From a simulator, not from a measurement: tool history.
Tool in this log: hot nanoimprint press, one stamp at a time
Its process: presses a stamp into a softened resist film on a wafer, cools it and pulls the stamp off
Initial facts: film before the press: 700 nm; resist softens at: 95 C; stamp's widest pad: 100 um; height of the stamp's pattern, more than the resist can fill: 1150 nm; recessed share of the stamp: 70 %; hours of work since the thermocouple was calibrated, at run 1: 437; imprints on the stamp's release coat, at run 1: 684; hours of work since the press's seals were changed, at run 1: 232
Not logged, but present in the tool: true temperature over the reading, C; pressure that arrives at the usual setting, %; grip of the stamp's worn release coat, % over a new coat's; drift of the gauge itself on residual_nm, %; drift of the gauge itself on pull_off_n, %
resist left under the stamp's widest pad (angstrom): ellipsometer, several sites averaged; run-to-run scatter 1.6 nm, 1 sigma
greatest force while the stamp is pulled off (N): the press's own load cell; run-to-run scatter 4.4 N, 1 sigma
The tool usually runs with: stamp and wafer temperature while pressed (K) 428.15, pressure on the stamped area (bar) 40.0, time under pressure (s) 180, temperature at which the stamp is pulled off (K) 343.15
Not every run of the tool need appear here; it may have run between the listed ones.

run,hour,stamp and wafer temperature while pressed (K),pressure on the stamped area (bar),time under pressure (s),temperature at which the stamp is pulled off (K),hours of work since the thermocouple was calibrated,imprints on the stamp's release coat,hours of work since the press's seals were changed,resist left under the stamp's widest pad (angstrom),greatest force while the stamp is pulled off (N)
1,0.0,428.15,40.0,180,343.15,437,684,232,2721,268
# hour 37.2: stamp cleaned and given a new release coat
2,39.4,422.15,40.0,180,343.15,456,7,251,3787,215
3,72.4,422.15,40.0,194,343.15,474,111,270,3712,214
4,105.2,422.15,40.0,194,343.15,493,214,288,3761,237
5,125.2,428.15,40.0,180,343.15,504,276,300,2757,243
6,157.4,428.15,40.0,161,343.15,523,378,318,2902,242
# hour 163.3: plate thermocouple calibrated
7,180.5,428.15,40.0,161,343.15,10,441,329,2770,247
8,215.7,428.15,40.0,161,343.15,30,552,349,2767,253
9,241.7,428.15,40.0,180,343.15,44,633,364,2654,261
10,259.4,428.15,40.0,180,343.15,54,689,374,2651,272
# hour 294.7: stamp cleaned and given a new release coat
11,294.7,428.15,47.3,199,343.15,71,0,391,2374,211
12,331.4,428.15,47.3,199,343.15,92,115,411,2348,222
13,353.0,424.15,47.3,346,337.15,104,183,424,2388,239
14,371.8,428.15,26.2,180,335.15,115,242,434,3245,256
15,394.8,428.15,44.4,180,328.15,128,315,447,2579,279
16,413.6,423.15,38.8,137,343.15,139,374,458,3908,236
17,441.0,418.15,50.4,172,338.15,154,460,474,4269,263
18,474.0,418.15,50.4,172,338.15,173,564,492,4274,281
19,496.7,428.15,52.8,119,333.15,186,635,505,2792,292

Hidden condition of the tool, last listed run before each entry between runs versus first listed run after:
Runs 1 to 2: stamp cleaned and given a new release coat (hour 37.2)
  true temperature over the reading, C: -0.83 -> -0.86; pressure that arrives at the usual setting, %: 98.2 -> 98.06; grip of the stamp's worn release coat, % over a new coat's: 23.3 -> 0.2
  measured minus no-state result, resist left under the stamp's widest pad (angstrom): +146 -> +198; greatest force while the stamp is pulled off (N): +53 -> +3
Runs 6 to 7: plate thermocouple calibrated (hour 163.3)
  true temperature over the reading, C: -0.96 -> -0.07; pressure that arrives at the usual setting, %: 97.59 -> 97.5; grip of the stamp's worn release coat, % over a new coat's: 12.7 -> 14.8
  measured minus no-state result, resist left under the stamp's widest pad (angstrom): +182 -> +43; greatest force while the stamp is pulled off (N): +29 -> +32
Runs 10 to 11: stamp cleaned and given a new release coat (hour 294.7)
  true temperature over the reading, C: -0.13 -> -0.16; pressure that arrives at the usual setting, %: 97.18 -> 97.05; grip of the stamp's worn release coat, % over a new coat's: 23.4 -> 0
  measured minus no-state result, resist left under the stamp's widest pad (angstrom): +56 -> +63; greatest force while the stamp is pulled off (N): +53 -> +0

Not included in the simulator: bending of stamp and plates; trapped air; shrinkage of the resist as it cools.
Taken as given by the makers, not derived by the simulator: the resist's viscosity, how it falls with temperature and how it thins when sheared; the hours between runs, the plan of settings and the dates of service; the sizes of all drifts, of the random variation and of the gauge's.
